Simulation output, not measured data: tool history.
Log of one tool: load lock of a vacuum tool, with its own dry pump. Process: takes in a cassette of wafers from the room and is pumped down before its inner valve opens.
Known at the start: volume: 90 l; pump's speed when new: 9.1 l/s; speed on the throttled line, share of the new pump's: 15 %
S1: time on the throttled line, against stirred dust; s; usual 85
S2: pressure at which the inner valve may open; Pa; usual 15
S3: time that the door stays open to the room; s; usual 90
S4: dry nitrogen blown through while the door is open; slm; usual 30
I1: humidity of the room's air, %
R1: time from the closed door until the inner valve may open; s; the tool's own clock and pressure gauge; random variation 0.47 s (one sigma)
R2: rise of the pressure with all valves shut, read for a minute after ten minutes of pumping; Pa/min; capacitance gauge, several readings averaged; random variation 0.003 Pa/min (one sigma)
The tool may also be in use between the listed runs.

run 1 hour=0 | S1=85 S2=15 S3=90 S4=30 | I1=46.5 | R1=165.8 R2=0.303
run 2 hour=236.8 | S1=67 S2=15 S3=90 S4=30 | I1=46.1 | R1=150.7 R2=0.311
run 3 hour=617.9 | S1=85 S2=15 S3=90 S4=30 | I1=44.2 | R1=167.5 R2=0.315
run 4 hour=1072.1 | S1=85 S2=15 S3=90 S4=30 | I1=45.5 | R1=166.4 R2=0.331
run 5 hour=1532.7 | S1=85 S2=15 S3=90 S4=30 | I1=48 | R1=166.9 R2=0.353
-- hour=1772.4 door's seal changed, seat wiped
run 6 hour=1936.2 | S1=85 S2=15 S3=90 S4=30 | I1=45.4 | R1=167.4 R2=0.025
run 7 hour=2342.8 | S1=85 S2=15 S3=90 S4=30 | I1=46.4 | R1=167.8 R2=0.032
run 8 hour=2871.3 | S1=85 S2=15 S3=90 S4=30 | I1=42.5 | R1=167.4 R2=0.029
run 9 hour=3275.5 | S1=85 S2=15 S3=90 S4=30 | I1=46.3 | R1=168.5 R2=0.032
run 10 hour=3631 | S1=85 S2=15 S3=90 S4=30 | I1=45.9 | R1=169 R2=0.038
run 11 hour=3884.4 | S1=85 S2=15 S3=90 S4=35 | I1=45.4 | R1=168.4 R2=0.036
run 12 hour=4359.1 | S1=59 S2=15 S3=90 S4=7 | I1=46 | R1=146.8 R2=0.069
run 13 hour=4592.6 | S1=82 S2=24 S3=47 S4=34 | I1=45 | R1=161 R2=0.037
run 14 hour=5097.9 | S1=76 S2=13 S3=31 S4=32 | I1=43.3 | R1=162.8 R2=0.042
run 15 hour=5587.4 | S1=76 S2=13 S3=31 S4=32 | I1=40 | R1=163.7 R2=0.048
-- hour=5633.8 dry pump taken out, an overhauled one fitted
run 16 hour=6086.9 | S1=76 S2=16 S3=31 S4=17 | I1=47.4 | R1=152.2 R2=0.062
run 17 hour=6471.6 | S1=92 S2=27 S3=142 S4=30 | I1=45.5 | R1=160.5 R2=0.083
run 18 hour=6721.7 | S1=85 S2=15 S3=175 S4=11 | I1=45.2 | R1=159.5 R2=0.119
run 19 hour=7111.6 | S1=85 S2=15 S3=234 S4=19 | I1=45.1 | R1=160.6 R2=0.114
run 20 hour=7633.6 | S1=158 S2=15 S3=90 S4=16 | I1=42.7 | R1=222.7 R2=0.102
run 21 hour=8124.9 | S1=54 S2=15 S3=237 S4=4 | I1=44.7 | R1=134.5 R2=0.176
run 22 hour=8571.3 | S1=54 S2=15 S3=237 S4=4 | I1=45.9 | R1=135.2 R2=0.195

The same runs without the tool's hidden state, with the same run-to-run variation:
The hidden state here: pump's speed, % of a new pump's; leak at the door's seal, Pa l/s; drift of the gauge itself on ready_s, %; drift of the gauge itself on rise_pa_min, %.
run=1 R1=160.2 R2=0.027
run=2 R1=145 R2=0.027
run=3 R1=161.4 R2=0.02
run=4 R1=160.1 R2=0.024
run=5 R1=160.3 R2=0.028
run=6 R1=160.6 R2=0.023
run=7 R1=160.7 R2=0.028
run=8 R1=160 R2=0.022
run=9 R1=160.8 R2=0.021
run=10 R1=161 R2=0.024
run=11 R1=160.3 R2=0.019
run=12 R1=137.8 R2=0.046
run=13 R1=152.8 R2=0.012
run=14 R1=153.4 R2=0.011
run=15 R1=153.9 R2=0.01
run=16 R1=152.6 R2=0.017
run=17 R1=160.6 R2=0.034
run=18 R1=159.5 R2=0.065
run=19 R1=160.4 R2=0.055
run=20 R1=222.2 R2=0.033
run=21 R1=133.4 R2=0.098
run=22 R1=133.7 R2=0.107
